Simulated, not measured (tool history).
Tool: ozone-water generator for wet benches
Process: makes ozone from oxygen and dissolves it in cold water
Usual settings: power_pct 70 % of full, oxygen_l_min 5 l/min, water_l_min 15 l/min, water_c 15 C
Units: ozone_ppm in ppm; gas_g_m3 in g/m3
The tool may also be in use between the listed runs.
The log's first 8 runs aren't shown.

run,hour,power_pct,oxygen_l_min,water_l_min,water_c,ozone_ppm,gas_g_m3
9,878.6,70,5,15,11,31.5,260.1
10,1002,70,2.87,15,11,27.3,315.3
11,1078.1,70,5,15,15,29.5,259.2
12,1190.1,61,5,15,15,27.3,242.1
13,1320.1,61,5,15,15,27.5,241.2
14,1400.3,70,6.41,15,15,30.3,237.5
15,1540.2,70,6.41,15,15,29.9,235.4
16,1685,70,5.63,15,15,29.3,246.2
17,1836.4,70,4.76,15,15,28.4,258.7
18,1945.5,70,4.76,15,15,28,259.2
19,2036.6,70,4.87,15,21,25.7,253.6
20,2156.6,41,6.45,15,21,20.2,178.4
21,2255.4,88,3.64,15,21,27,311.3
# hour 2269.7: water thermometer calibrated
22,2395.7,70,4.87,20,16,21.2,255.1
23,2505.5,70,3.06,20,16,18.3,297.3
# hour 2559.8: water thermometer calibrated, once more
24,2578.9,81,5.98,22,7,24.1,252.8
25,2712.8,47,5.98,22,7,18.6,194.6
26,2782.6,74,5.98,22,13,21.5,237.9
27,2858,74,5.98,19,13,24.6,237.2
28,2981.5,83,2.53,15,21,23.3,334.5
29,3127.9,76,8.05,19,10,26.9,216.8
30,3253.3,70,3.88,22,15,17.4,264.2
31,3339.2,70,3.88,13,15,29.2,264.8
32,3413.7,50,6.55,21,15,17.7,189.7
33,3554.5,50,5.03,21,15,16.6,207

3 ways to go on from here, each from the tool as it stands after run 33. What would each give?
A,3624,60,3.73,21,16,?,?
B,3624,58,5.88,21,15,?,?
C,3624,50,6.55,21,15,?,?

run,ozone_ppm,gas_g_m3
A,16.4,248.2
B,18.4,209.4
C,17.7,190.1
Without the tool's hidden state the same runs would have given:
run,ozone_ppm,gas_g_m3
A,20.2,278.6
B,22.5,234.5
C,21.5,211
